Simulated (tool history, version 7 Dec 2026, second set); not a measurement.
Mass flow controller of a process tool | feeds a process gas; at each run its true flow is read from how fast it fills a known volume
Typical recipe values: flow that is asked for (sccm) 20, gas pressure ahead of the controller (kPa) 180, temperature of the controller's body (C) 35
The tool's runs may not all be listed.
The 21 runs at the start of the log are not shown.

run	hour	flow that is asked for (sccm)	gas pressure ahead of the controller (kPa)	temperature of the controller's body (C)	hours of work since the controller was set to zero	hours of work since the controller was changed	true flow (%)
22	7786.9	20	153	22	5378	5378	97.77
23	8133.9	18	186	23	5617	5617	97.42
24	8580.3	18	186	23	5924	5924	97.33
25	8999.7	30	201	38	6212	6212	99.02
26	9385.9	18	180	35	6477	6477	98.42
# hour 9461.4: controller's zero set anew
27	9741	18	180	35	192	6721	97.86
28	10075.2	11	229	24	422	6951	96.36
29	10339.5	21	258	33	603	7132	97.42
30	10685.7	21	258	33	841	7370	97.27
31	10952.9	21	258	33	1025	7554	97.17
32	11198.6	13	186	33	1194	7723	96.87
33	11404.2	5	180	35	1335	7864	97
34	11886.2	9	140	27	1666	8195	96.1
35	12305.2	9	140	27	1954	8483	95.81
36	12598.5	18	192	30	2156	8685	95.99
37	13075.8	18	200	28	2484	9013	95.62
38	13556.1	18	178	25	2814	9343	95.07
39	14013.3	20	180	29	3128	9657	95.46
40	14393.2	13	269	24	3389	9918	94.29

Predict each of these 5 candidate next runs independently; none follows another, all start after run 40:
A	14626.8	8	217	28	3550	10079	?
B	14626.8	33	269	32	3550	10079	?
C	14626.8	17	193	28	3550	10079	?
D	14626.8	10	269	20	3550	10079	?
E	14626.8	6	269	23	3550	10079	?

run	true flow (%)
A	94.62
B	95.52
C	94.88
D	93.7
E	93.9
What these runs would have given with no unlogged condition in the tool:
run	true flow (%)
A	99.41
B	100.35
C	99.68
D	98.45
E	98.66

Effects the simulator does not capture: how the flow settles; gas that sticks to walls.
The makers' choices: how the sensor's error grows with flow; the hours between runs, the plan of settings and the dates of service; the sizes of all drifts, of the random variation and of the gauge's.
